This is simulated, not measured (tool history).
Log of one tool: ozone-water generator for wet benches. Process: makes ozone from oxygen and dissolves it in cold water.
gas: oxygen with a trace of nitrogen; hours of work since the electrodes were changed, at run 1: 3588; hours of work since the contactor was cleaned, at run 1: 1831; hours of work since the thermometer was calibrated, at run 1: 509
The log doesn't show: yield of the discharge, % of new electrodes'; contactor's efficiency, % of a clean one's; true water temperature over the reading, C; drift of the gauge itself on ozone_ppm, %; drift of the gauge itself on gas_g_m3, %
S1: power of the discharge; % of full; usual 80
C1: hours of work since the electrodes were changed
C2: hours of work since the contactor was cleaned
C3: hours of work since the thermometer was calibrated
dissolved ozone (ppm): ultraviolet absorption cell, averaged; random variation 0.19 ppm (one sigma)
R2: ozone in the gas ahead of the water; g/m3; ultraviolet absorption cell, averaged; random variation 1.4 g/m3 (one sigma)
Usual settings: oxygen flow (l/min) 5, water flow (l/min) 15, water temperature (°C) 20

{"run": 1, "hour": 0.0, "S1": 80, "oxygen flow (l/min)": 5, "water flow (l/min)": 15, "water temperature (°C)": 20, "C1": 3588, "C2": 1831, "C3": 509, "dissolved ozone (ppm)": 22.6, "R2": 232.1}
{"run": 2, "hour": 143.3, "S1": 80, "oxygen flow (l/min)": 5, "water flow (l/min)": 15, "water temperature (°C)": 20, "C1": 3728, "C2": 1971, "C3": 649, "dissolved ozone (ppm)": 22.6, "R2": 232.4}
{"run": 3, "hour": 232.2, "S1": 80, "oxygen flow (l/min)": 5, "water flow (l/min)": 15, "water temperature (°C)": 20, "C1": 3815, "C2": 2058, "C3": 736, "dissolved ozone (ppm)": 22.4, "R2": 231.9}
{"run": 4, "hour": 427.3, "S1": 80, "oxygen flow (l/min)": 5, "water flow (l/min)": 15, "water temperature (°C)": 20, "C1": 4006, "C2": 2249, "C3": 927, "dissolved ozone (ppm)": 22.4, "R2": 228.8}
{"run": 5, "hour": 589.2, "S1": 80, "oxygen flow (l/min)": 5, "water flow (l/min)": 15, "water temperature (°C)": 23, "C1": 4164, "C2": 2407, "C3": 1085, "dissolved ozone (ppm)": 20.8, "R2": 225.1}
{"run": 6, "hour": 770.8, "S1": 80, "oxygen flow (l/min)": 5, "water flow (l/min)": 15, "water temperature (°C)": 20, "C1": 4342, "C2": 2585, "C3": 1263, "dissolved ozone (ppm)": 22.1, "R2": 225.5}
{"run": 7, "hour": 862.0, "S1": 80, "oxygen flow (l/min)": 5, "water flow (l/min)": 15, "water temperature (°C)": 20, "C1": 4431, "C2": 2674, "C3": 1352, "dissolved ozone (ppm)": 21.6, "R2": 226.9}
{"run": 8, "hour": 988.5, "S1": 80, "oxygen flow (l/min)": 5, "water flow (l/min)": 15, "water temperature (°C)": 20, "C1": 4555, "C2": 2798, "C3": 1476, "dissolved ozone (ppm)": 21.6, "R2": 223.1}
{"hour": 1048.0, "done": "contactor cleaned"}
{"run": 9, "hour": 1171.3, "S1": 80, "oxygen flow (l/min)": 5, "water flow (l/min)": 15, "water temperature (°C)": 26, "C1": 4729, "C2": 121, "C3": 1650, "dissolved ozone (ppm)": 18.8, "R2": 223.2}
{"run": 10, "hour": 1281.3, "S1": 80, "oxygen flow (l/min)": 5, "water flow (l/min)": 18, "water temperature (°C)": 26, "C1": 4837, "C2": 228, "C3": 1758, "dissolved ozone (ppm)": 16.0, "R2": 220.3}
{"run": 11, "hour": 1470.7, "S1": 80, "oxygen flow (l/min)": 5, "water flow (l/min)": 18, "water temperature (°C)": 26, "C1": 5022, "C2": 413, "C3": 1943, "dissolved ozone (ppm)": 15.9, "R2": 220.5}
{"run": 12, "hour": 1595.6, "S1": 80, "oxygen flow (l/min)": 5, "water flow (l/min)": 18, "water temperature (°C)": 26, "C1": 5144, "C2": 535, "C3": 2065, "dissolved ozone (ppm)": 15.8, "R2": 219.8}
{"run": 13, "hour": 1695.2, "S1": 80, "oxygen flow (l/min)": 5, "water flow (l/min)": 18, "water temperature (°C)": 26, "C1": 5242, "C2": 633, "C3": 2163, "dissolved ozone (ppm)": 15.9, "R2": 218.1}
{"run": 14, "hour": 1838.1, "S1": 80, "oxygen flow (l/min)": 5, "water flow (l/min)": 13, "water temperature (°C)": 26, "C1": 5381, "C2": 773, "C3": 2302, "dissolved ozone (ppm)": 20.2, "R2": 217.7}
{"hour": 1855.4, "done": "contactor cleaned, once more"}
{"run": 15, "hour": 2031.2, "S1": 80, "oxygen flow (l/min)": 5, "water flow (l/min)": 14, "water temperature (°C)": 20, "C1": 5566, "C2": 172, "C3": 2487, "dissolved ozone (ppm)": 22.6, "R2": 213.8}
{"run": 16, "hour": 2130.2, "S1": 80, "oxygen flow (l/min)": 5, "water flow (l/min)": 14, "water temperature (°C)": 20, "C1": 5663, "C2": 269, "C3": 2584, "dissolved ozone (ppm)": 22.7, "R2": 217.2}
{"run": 17, "hour": 2233.3, "S1": 80, "oxygen flow (l/min)": 5, "water flow (l/min)": 21, "water temperature (°C)": 20, "C1": 5764, "C2": 369, "C3": 2685, "dissolved ozone (ppm)": 15.9, "R2": 212.1}
{"run": 18, "hour": 2363.8, "S1": 94, "oxygen flow (l/min)": 5, "water flow (l/min)": 21, "water temperature (°C)": 14, "C1": 5892, "C2": 497, "C3": 2813, "dissolved ozone (ppm)": 19.6, "R2": 238.4}

Run 19 comes next. What will it give?
{"run": 19, "hour": 2482.9, "S1": 94, "oxygen flow (l/min)": 5, "water flow (l/min)": 21, "water temperature (°C)": 14, "C1": 6008, "C2": 614, "C3": 2929, "dissolved ozone (ppm)": "?", "R2": "?"}

{"run 19": {"dissolved ozone (ppm)": 19.4, "R2": 240.1}}
Without the tool's hidden state the same run would have given dissolved ozone (ppm) 25.3, R2 310.0 g/m3.

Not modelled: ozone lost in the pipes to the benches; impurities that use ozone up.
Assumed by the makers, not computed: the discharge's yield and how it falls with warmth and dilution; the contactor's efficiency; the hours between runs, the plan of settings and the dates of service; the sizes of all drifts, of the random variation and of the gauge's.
